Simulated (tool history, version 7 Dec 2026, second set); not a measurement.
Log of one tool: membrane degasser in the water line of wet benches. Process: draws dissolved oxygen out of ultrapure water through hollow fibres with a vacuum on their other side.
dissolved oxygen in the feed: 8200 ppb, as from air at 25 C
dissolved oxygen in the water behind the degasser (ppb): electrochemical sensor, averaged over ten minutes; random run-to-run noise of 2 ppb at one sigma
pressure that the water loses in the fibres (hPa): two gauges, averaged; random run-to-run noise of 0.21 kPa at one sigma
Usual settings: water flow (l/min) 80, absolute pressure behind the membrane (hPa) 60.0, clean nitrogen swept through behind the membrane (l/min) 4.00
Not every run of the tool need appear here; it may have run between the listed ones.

run    hour  water flow (l/min)  absolute pressure behind the membrane (hPa)  clean nitrogen swept through behind the membrane (l/min)  dissolved oxygen in the water behind the degasser (ppb)  pressure that the water loses in the fibres (hPa)
  1     0.0                  80                                         60.0                                                      4.00                                                    257.7                                              645.8
  2    90.7                  80                                         60.0                                                      4.00                                                    255.2                                              648.2
  3   155.1                  80                                        132.4                                                      4.00                                                    551.7                                              647.8
  4   204.6                  80                                        132.4                                                      4.00                                                    557.1                                              646.4
  5   326.0                  80                                         60.0                                                      4.00                                                    256.8                                              644.8
  6   391.0                  80                                         60.0                                                      4.00                                                    260.4                                              646.2
  7   448.6                  65                                         60.0                                                      4.00                                                    205.0                                              522.3
  8   552.3                  65                                         60.0                                                      4.00                                                    201.4                                              526.1
  9   629.1                  65                                         60.0                                                     10.59                                                    144.3                                              523.9
 10   718.8                  65                                         60.0                                                     10.59                                                    143.5                                              522.9
 11   812.0                  65                                         60.0                                                     10.59                                                    143.4                                              525.8
 12   927.9                  80                                        112.7                                                      4.00                                                    476.5                                              642.6
 13  1009.7                  80                                        112.7                                                      4.00                                                    476.6                                              643.3
 14  1116.1                  80                                         60.0                                                      4.00                                                    258.8                                              641.6
 15  1215.1                  80                                         60.0                                                      4.00                                                    256.2                                              644.1
 16  1327.8                  80                                         60.0                                                      4.00                                                    257.6                                              642.9
 17  1445.0                  80                                         60.0                                                      4.00                                                    259.2                                              642.3
 18  1549.4                  66                                         51.6                                                      1.69                                                    257.0                                              532.4
 19  1632.1                  66                                         78.4                                                      1.65                                                    460.9                                              529.3
 20  1728.6                  95                                        128.2                                                      4.00                                                    640.7                                              764.6
 21  1850.9                  80                                         38.6                                                      2.37                                                    183.8                                              645.9
 22  1967.4                  80                                         38.6                                                      2.37                                                    184.1                                              648.1
 23  2037.0                  80                                         38.6                                                      2.37                                                    186.1                                              644.4
 24  2108.0                  80                                         47.0                                                      4.75                                                    193.8                                              642.6
 25  2222.7                  80                                         47.0                                                      4.75                                                    196.4                                              645.6
     2248.1  -- vacuum gauge calibrated
 26  2287.6                  80                                         47.0                                                      4.75                                                    195.4                                              647.3
 27  2341.9                  80                                         60.0                                                     10.21                                                    189.9                                              642.8
 28  2399.6                  80                                         60.0                                                     10.21                                                    191.7                                              646.1
 29  2476.2                  80                                         60.0                                                     11.69                                                    181.8                                              648.0
 30  2529.2                 127                                         61.4                                                      7.34                                                    357.5                                             1024.9
 31  2625.4                 127                                         78.6                                                      4.68                                                    500.5                                             1023.3
 32  2694.7                  78                                         78.6                                                      6.50                                                    257.3                                              626.5

Here are 3 independent what-if runs from the current tool condition. What would each one return?
  A  2768.8                  80                                        116.0                                                      4.00                                                        ?                                                  ?
  B  2768.8                  80                                         49.5                                                      4.00                                                        ?                                                  ?
  C  2768.8                  65                                         57.9                                                      3.29                                                        ?                                                  ?

run  dissolved oxygen in the water behind the degasser (ppb)  pressure that the water loses in the fibres (hPa)
  A                                                    489.7                                              647.3
  B                                                    213.5                                              640.9
  C                                                    213.3                                              527.3
Without the tool's unlogged condition, the same runs would have read:
run  dissolved oxygen in the water behind the degasser (ppb)  pressure that the water loses in the fibres (hPa)
  A                                                    489.4                                              647.0
  B                                                    213.2                                              640.6
  C                                                    213.2                                              527.1
